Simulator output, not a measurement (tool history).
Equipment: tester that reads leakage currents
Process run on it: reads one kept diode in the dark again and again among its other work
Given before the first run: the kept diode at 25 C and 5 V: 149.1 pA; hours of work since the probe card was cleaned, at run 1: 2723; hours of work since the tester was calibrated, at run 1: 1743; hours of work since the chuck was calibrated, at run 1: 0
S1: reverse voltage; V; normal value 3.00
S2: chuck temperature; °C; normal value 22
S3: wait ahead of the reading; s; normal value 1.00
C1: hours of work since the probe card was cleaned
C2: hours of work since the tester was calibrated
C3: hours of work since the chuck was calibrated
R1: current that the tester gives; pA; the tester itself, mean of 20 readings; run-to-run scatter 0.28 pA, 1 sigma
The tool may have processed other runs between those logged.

| run | hour | S1 | S2 | S3 | C1 | C2 | C3 | R1 |
|---|---|---|---|---|---|---|---|---|
| 1 | 0.0 | 3.00 | 22 | 1.00 | 2723 | 1743 | 0 | 97.31 |
| 2 | 52.2 | 3.00 | 22 | 1.00 | 2745 | 1765 | 23 | 97.27 |
| 3 | 114.2 | 3.00 | 22 | 1.00 | 2772 | 1792 | 49 | 97.19 |
| 4 | 212.7 | 3.00 | 22 | 1.00 | 2815 | 1835 | 92 | 97.27 |
| 5 | 291.3 | 3.00 | 22 | 1.00 | 2849 | 1869 | 126 | 97.92 |
|  | 393.9 | probe card cleaned and baked |
| 6 | 414.8 | 3.00 | 22 | 1.00 | 9 | 1921 | 178 | 90.14 |
| 7 | 481.5 | 5.65 | 47 | 1.83 | 38 | 1950 | 207 | 909.36 |
| 8 | 579.6 | 2.57 | 32 | 1.96 | 80 | 1992 | 250 | 193.92 |
| 9 | 667.4 | 6.76 | 22 | 0.46 | 118 | 2030 | 288 | 135.25 |
|  | 676.0 | chuck's temperature calibrated |
| 10 | 759.0 | 6.76 | 22 | 0.46 | 157 | 2069 | 36 | 136.58 |

What does the tool deliver on the next run?
| 11 | 878.1 | 6.76 | 22 | 0.46 | 209 | 2121 | 88 | ? |

{"run 11": {"R1": 136.45}}
With the hidden condition absent and the run-to-run variation left alone, this run would have shown R1 134.03 pA.
